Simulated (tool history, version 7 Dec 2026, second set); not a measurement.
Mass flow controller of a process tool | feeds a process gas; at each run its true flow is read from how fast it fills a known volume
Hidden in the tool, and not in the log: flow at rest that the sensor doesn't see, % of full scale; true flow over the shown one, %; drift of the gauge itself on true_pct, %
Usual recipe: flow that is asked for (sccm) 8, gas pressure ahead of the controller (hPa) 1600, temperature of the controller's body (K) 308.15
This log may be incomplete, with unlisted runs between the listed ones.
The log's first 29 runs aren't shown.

| run | hour | flow that is asked for (sccm) | gas pressure ahead of the controller (hPa) | temperature of the controller's body (K) | hours of work since the controller was set to zero | hours of work since the controller was changed | true flow (%) |
|---|---|---|---|---|---|---|---|
|  | 8971.3 | controller exchanged for a calibrated one |
| 30 | 9078.1 | 8 | 2430 | 313.15 | 84 | 84 | 101.79 |
| 31 | 9336 | 6 | 2740 | 308.15 | 287 | 287 | 101.39 |
| 32 | 9748.6 | 6 | 2740 | 308.15 | 612 | 612 | 101.25 |
|  | 9940.9 | gauge calibrated |
| 33 | 10185.6 | 2 | 1720 | 308.15 | 956 | 956 | 100.27 |
| 34 | 10516.5 | 13 | 1670 | 295.15 | 1216 | 1216 | 99.69 |
| 35 | 10728.4 | 13 | 1670 | 295.15 | 1383 | 1383 | 99.73 |
| 36 | 11166.3 | 19 | 2690 | 295.15 | 1728 | 1728 | 99.74 |
| 37 | 11501.8 | 12 | 2690 | 305.15 | 1992 | 1992 | 100.14 |
| 38 | 11887.8 | 14 | 2690 | 305.15 | 2296 | 2296 | 100.41 |
| 39 | 12305.3 | 8 | 2690 | 293.15 | 2625 | 2625 | 99.21 |
| 40 | 12745.9 | 8 | 1680 | 297.15 | 2972 | 2972 | 100.05 |
| 41 | 13189.4 | 8 | 1680 | 297.15 | 3321 | 3321 | 99.94 |
| 42 | 13519 | 6 | 1600 | 308.15 | 3580 | 3580 | 100.89 |
| 43 | 13763.4 | 5 | 2210 | 312.15 | 3773 | 3773 | 101.12 |
| 44 | 14007.4 | 15 | 2210 | 302.15 | 3965 | 3965 | 100.46 |

Forecast run 45:
| 45 | 14230.7 | 15 | 2210 | 302.15 | 4141 | 4141 | ? |

{"run 45": {"true flow (%)": 100.74}}
If the tool had no hidden condition, the same run with the same run-to-run variation would have returned true flow (%) 100.24.

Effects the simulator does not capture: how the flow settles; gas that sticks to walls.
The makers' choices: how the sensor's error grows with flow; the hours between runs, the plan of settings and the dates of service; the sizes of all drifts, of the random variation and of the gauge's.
